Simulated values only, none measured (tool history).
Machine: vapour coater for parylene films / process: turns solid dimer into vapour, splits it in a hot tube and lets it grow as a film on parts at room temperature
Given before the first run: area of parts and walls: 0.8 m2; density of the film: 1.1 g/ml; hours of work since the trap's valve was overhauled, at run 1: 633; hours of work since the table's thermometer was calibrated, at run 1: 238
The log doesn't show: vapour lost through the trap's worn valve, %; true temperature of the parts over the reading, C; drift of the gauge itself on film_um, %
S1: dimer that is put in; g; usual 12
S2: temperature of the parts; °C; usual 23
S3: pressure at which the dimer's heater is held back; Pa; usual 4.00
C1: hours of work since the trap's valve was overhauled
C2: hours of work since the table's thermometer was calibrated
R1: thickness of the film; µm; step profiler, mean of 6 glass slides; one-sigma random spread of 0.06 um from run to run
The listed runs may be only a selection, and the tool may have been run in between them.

Run 1, day 0.000: usual settings; C1 633; C2 238. Result: R1 9.52 µm.
At day 0.700: trap's valve overhauled.
Run 2, day 0.767: usual settings; C1 1; C2 245. Result: R1 10.77 µm.
Run 3, day 1.879: usual settings; C1 13; C2 257. Result: R1 10.64 µm.
Run 4, day 2.621: usual settings; C1 21; C2 265. Result: R1 10.62 µm.
Run 5, day 3.688: usual settings but S3 2.54 Pa; C1 33; C2 276. Result: R1 11.84 µm.
Run 6, day 4.600: usual settings but S3 3.10 Pa; C1 42; C2 286. Result: R1 11.17 µm.
Run 7, day 5.671: usual settings but S3 3.10 Pa; C1 54; C2 298. Result: R1 11.14 µm.
Run 8, day 6.229: usual settings but S3 3.10 Pa; C1 60; C2 304. Result: R1 11.26 µm.
Run 9, day 6.767: usual settings but S3 3.10 Pa; C1 66; C2 310. Result: R1 11.19 µm.
Run 10, day 7.462: usual settings but S1 5 g, S3 3.10 Pa; C1 74; C2 318. Result: R1 4.67 µm.
Run 11, day 8.058: usual settings but S1 5 g, S3 3.10 Pa; C1 80; C2 324. Result: R1 4.64 µm.
Run 12, day 9.042: usual settings but S1 5 g, S3 11.05 Pa; C1 91; C2 335. Result: R1 3.46 µm.
Run 13, day 9.888: usual settings but S1 5 g, S3 11.05 Pa; C1 100; C2 344. Result: R1 3.45 µm.
Run 14, day 10.383: usual settings but S1 10 g, S2 18 °C; C1 105; C2 349. Result: R1 10.12 µm.
Run 15, day 11.408: usual settings but S1 17 g, S2 19 °C, S3 9.50 Pa; C1 117; C2 361. Result: R1 13.84 µm.
Run 16, day 11.988: usual settings but S3 3.40 Pa; C1 123; C2 367. Result: R1 10.87 µm.
Run 17, day 12.929: usual settings but S3 3.40 Pa; C1 133; C2 377. Result: R1 10.84 µm.
Run 18, day 13.442: usual settings but S1 8 g, S2 17 °C, S3 3.40 Pa; C1 139; C2 383. Result: R1 8.75 µm.
Run 19, day 13.933: usual settings but S1 14 g, S3 7.16 Pa; C1 144; C2 388. Result: R1 10.70 µm.
Run 20, day 14.533: usual settings but S1 14 g, S3 7.16 Pa; C1 151; C2 395. Result: R1 10.59 µm.
Run 21, day 15.600: usual settings but S1 10 g, S2 15 °C, S3 8.09 Pa; C1 162; C2 406. Result: R1 9.45 µm.
Run 22, day 16.612: usual settings but S1 10 g, S2 15 °C, S3 8.09 Pa; C1 173; C2 417. Result: R1 9.40 µm.
Run 23, day 17.154: usual settings but S1 11 g, S2 15 °C, S3 2.34 Pa; C1 179; C2 423. Result: R1 11.81 µm.
Run 24, day 17.729: usual settings but S1 11 g, S2 15 °C, S3 2.34 Pa; C1 186; C2 429. Result: R1 11.74 µm.
Run 25, day 18.388: usual settings but S1 11 g, S2 15 °C, S3 2.34 Pa; C1 193; C2 437. Result: R1 11.79 µm.
Run 26, day 19.183: usual settings but S1 13 g, S2 34 °C, S3 2.80 Pa; C1 201; C2 445. Result: R1 8.64 µm.

Table of differences, measured result less the result of that run with no hidden state. Run-to-run variation is the same in both. Gauge scatter possibly is not:
run     R1
  1  -1.30
  2  -0.07
  3  -0.10
  4  -0.11
  5  -0.15
  6  -0.17
  7  -0.19
  8  -0.21
  9  -0.22
 10  -0.10
 11  -0.11
 12  -0.08
 13  -0.09
 14  -0.28
 15  -0.41
 16  -0.34
 17  -0.36
 18  -0.25
 19  -0.38
 20  -0.39
 21  -0.37
 22  -0.39
 23  -0.44
 24  -0.46
 25  -0.47
 26  -0.41
